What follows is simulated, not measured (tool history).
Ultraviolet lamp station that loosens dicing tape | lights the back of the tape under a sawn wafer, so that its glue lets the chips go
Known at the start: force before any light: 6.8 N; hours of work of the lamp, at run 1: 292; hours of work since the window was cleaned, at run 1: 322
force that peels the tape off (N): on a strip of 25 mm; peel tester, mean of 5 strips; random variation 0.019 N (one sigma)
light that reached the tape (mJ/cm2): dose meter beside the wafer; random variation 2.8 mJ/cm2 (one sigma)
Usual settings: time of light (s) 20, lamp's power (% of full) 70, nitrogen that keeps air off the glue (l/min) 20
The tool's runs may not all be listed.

run,day,time of light (s),lamp's power (% of full),nitrogen that keeps air off the glue (l/min),hours of work of the lamp,hours of work since the window was cleaned,force that peels the tape off (N),light that reached the tape (mJ/cm2)
1,0.000,20,70,20,292,322,1.205,335
2,0.721,20,70,19,302,333,1.204,330
3,1.288,20,70,19,310,341,1.228,332
4,1.875,20,95,20,318,349,0.709,448
5,2.683,20,95,20,330,360,0.705,448
6,3.138,20,95,20,336,367,0.688,448
7,3.704,20,68,20,344,375,1.313,320
8,4.142,20,68,20,350,381,1.315,317
9,4.762,20,68,20,359,390,1.296,315
10,5.171,19,70,20,365,396,1.305,312
11,5.771,19,70,20,374,404,1.363,309
12,6.638,19,70,20,386,416,1.334,312
13,7.021,19,70,20,391,422,1.349,305
14,7.858,19,70,20,403,434,1.382,304
15,8.612,19,70,20,414,444,1.409,304
16,8.988,17,70,20,419,450,1.680,271
17,9.629,17,70,20,428,459,1.661,264
18,10.021,17,70,20,434,464,1.644,266
19,10.450,20,70,20,440,471,1.277,320
20,11.242,20,70,19,451,482,1.364,316

The next listed run, before its measurement:
21,11.654,26,70,20,457,488,?,?

force that peels the tape off (N): 0.843
light that reached the tape (mJ/cm2): 408
Without the tool's hidden state the same run would have given force that peels the tape off (N) 0.573, light that reached the tape (mJ/cm2) 495.
